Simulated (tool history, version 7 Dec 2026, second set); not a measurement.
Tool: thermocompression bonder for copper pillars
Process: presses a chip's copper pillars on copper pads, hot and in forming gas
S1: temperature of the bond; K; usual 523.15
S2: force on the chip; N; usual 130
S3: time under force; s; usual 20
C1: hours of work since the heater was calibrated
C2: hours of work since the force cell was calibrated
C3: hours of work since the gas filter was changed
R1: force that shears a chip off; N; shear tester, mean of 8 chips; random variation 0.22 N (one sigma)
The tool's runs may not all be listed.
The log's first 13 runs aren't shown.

-- hour=261.1 forming gas filter changed
run 14 hour=272.2 | S1=546.15 S2=130 S3=20 | C1=885 C2=586 C3=7 | R1=53.2
run 15 hour=301.2 | S1=552.15 S2=130 S3=20 | C1=902 C2=603 C3=24 | R1=56.5
run 16 hour=320.6 | S1=552.15 S2=130 S3=20 | C1=913 C2=615 C3=35 | R1=56.2
run 17 hour=343.4 | S1=523.15 S2=132 S3=20 | C1=927 C2=628 C3=49 | R1=38.2
run 18 hour=371.4 | S1=523.15 S2=132 S3=20 | C1=943 C2=645 C3=65 | R1=38.3
run 19 hour=388.6 | S1=523.15 S2=132 S3=20 | C1=954 C2=655 C3=75 | R1=38.4
run 20 hour=419.0 | S1=523.15 S2=132 S3=13 | C1=972 C2=673 C3=93 | R1=32.4
run 21 hour=445.3 | S1=518.15 S2=156 S3=27 | C1=987 C2=689 C3=109 | R1=44.0
run 22 hour=460.4 | S1=536.15 S2=103 S3=25 | C1=996 C2=698 C3=118 | R1=42.3
-- hour=470.3 gauge calibrated
run 23 hour=484.5 | S1=533.15 S2=170 S3=25 | C1=1010 C2=712 C3=132 | R1=57.0
run 24 hour=501.8 | S1=523.15 S2=87 S3=11 | C1=1021 C2=722 C3=142 | R1=22.2
run 25 hour=525.2 | S1=523.15 S2=87 S3=11 | C1=1034 C2=736 C3=156 | R1=22.5
run 26 hour=547.4 | S1=520.15 S2=142 S3=19 | C1=1048 C2=749 C3=169 | R1=38.8
run 27 hour=577.9 | S1=520.15 S2=142 S3=19 | C1=1066 C2=767 C3=188 | R1=38.1
run 28 hour=599.6 | S1=520.15 S2=156 S3=24 | C1=1078 C2=780 C3=200 | R1=44.6
run 29 hour=620.8 | S1=542.15 S2=156 S3=19 | C1=1091 C2=793 C3=213 | R1=55.3
run 30 hour=641.6 | S1=542.15 S2=156 S3=19 | C1=1103 C2=805 C3=225 | R1=55.1
run 31 hour=659.0 | S1=542.15 S2=156 S3=19 | C1=1114 C2=815 C3=236 | R1=55.4
run 32 hour=677.1 | S1=546.15 S2=176 S3=12 | C1=1124 C2=826 C3=246 | R1=54.4
run 33 hour=694.6 | S1=546.15 S2=176 S3=16 | C1=1135 C2=836 C3=257 | R1=58.7
run 34 hour=715.9 | S1=523.15 S2=130 S3=30 | C1=1147 C2=849 C3=269 | R1=44.1
run 35 hour=742.7 | S1=528.15 S2=88 S3=20 | C1=1163 C2=865 C3=285 | R1=30.9
run 36 hour=768.6 | S1=528.15 S2=88 S3=20 | C1=1178 C2=880 C3=300 | R1=31.1
run 37 hour=782.2 | S1=534.15 S2=132 S3=20 | C1=1187 C2=888 C3=308 | R1=45.5
run 38 hour=801.1 | S1=528.15 S2=118 S3=17 | C1=1198 C2=899 C3=320 | R1=36.5

The next listed run, before its measurement:
run 39 hour=815.5 | S1=528.15 S2=118 S3=17 | C1=1206 C2=908 C3=328 | R1=?

Run 39 gave R1 36.1 N.
Without the tool's hidden state the same run would have given R1 37.1 N.
